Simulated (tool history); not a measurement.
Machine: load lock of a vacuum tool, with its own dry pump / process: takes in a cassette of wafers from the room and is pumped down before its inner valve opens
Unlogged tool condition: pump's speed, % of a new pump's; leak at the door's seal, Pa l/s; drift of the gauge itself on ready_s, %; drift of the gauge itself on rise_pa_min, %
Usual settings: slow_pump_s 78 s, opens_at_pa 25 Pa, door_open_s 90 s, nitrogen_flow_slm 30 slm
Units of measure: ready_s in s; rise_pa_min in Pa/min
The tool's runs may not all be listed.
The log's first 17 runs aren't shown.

run	hour	slow_pump_s	opens_at_pa	door_open_s	nitrogen_flow_slm	hours that the pump has run since its overhaul	times that the door has closed on its seal	incoming humidity of the room's air, %	ready_s	rise_pa_min
18	7068.5	78	25	90	30	12647	24478	47.2	123.7	0.389
19	7378.6	78	25	90	5	12957	25888	44.9	124.4	0.438
20	7815.2	78	25	94	37	13394	27874	47.7	122.5	0.466
21	8237.0	78	25	39	11	13815	29793	46.8	123.0	0.499
22	8602.0	78	25	39	11	14180	31453	46.8	122.9	0.527
23	9056.8	78	23	60	11	14635	33522	41.6	124.9	0.602
24	9541.2	52	25	90	11	15120	35726	46.0	103.8	0.691
# hour 9652.5: door's seal changed, seat wiped
25	9896.9	76	25	90	5	15474	1112	46.3	124.4	0.087
26	10289.1	76	25	90	5	15866	2896	42.8	123.9	0.091
27	10594.4	51	30	90	11	16171	4285	43.6	101.4	0.098
28	11081.9	70	30	68	11	16659	6502	47.5	116.4	0.118
29	11337.7	57	21	42	24	16915	7666	45.2	109.1	0.097
30	11807.4	78	49	90	14	17384	9803	47.3	120.9	0.159
31	12095.6	78	23	84	17	17672	11113	44.2	125.5	0.162
32	12393.2	78	25	28	30	17970	12467	44.4	125.8	0.148
33	12795.6	138	25	98	30	18372	14298	46.3	173.9	0.203
34	13088.0	78	25	90	18	18665	15628	43.1	125.6	0.212
35	13645.4	78	39	107	30	19222	18163	41.6	122.8	0.252
36	13890.1	45	20	109	30	19467	19277	45.1	102.4	0.284

Consider 4 possible next runs. They are alternatives, not a sequence: every one starts from the tool as it was left by run 36. What does each give?
A	14211.7	114	32	90	4	19789	20739	49.8	?	?
B	14211.7	45	50	109	30	19789	20739	43.0	?	?
C	14211.7	78	25	118	30	19789	20739	45.3	?	?
D	14211.7	62	25	79	30	19789	20739	44.6	?	?

run	ready_s	rise_pa_min
A	155.0	0.342
B	95.1	0.302
C	127.1	0.314
D	113.4	0.299
With no hidden state in the tool, these same runs would have given:
run	ready_s	rise_pa_min
A	147.1	0.088
B	85.3	0.049
C	117.5	0.059
D	103.3	0.049
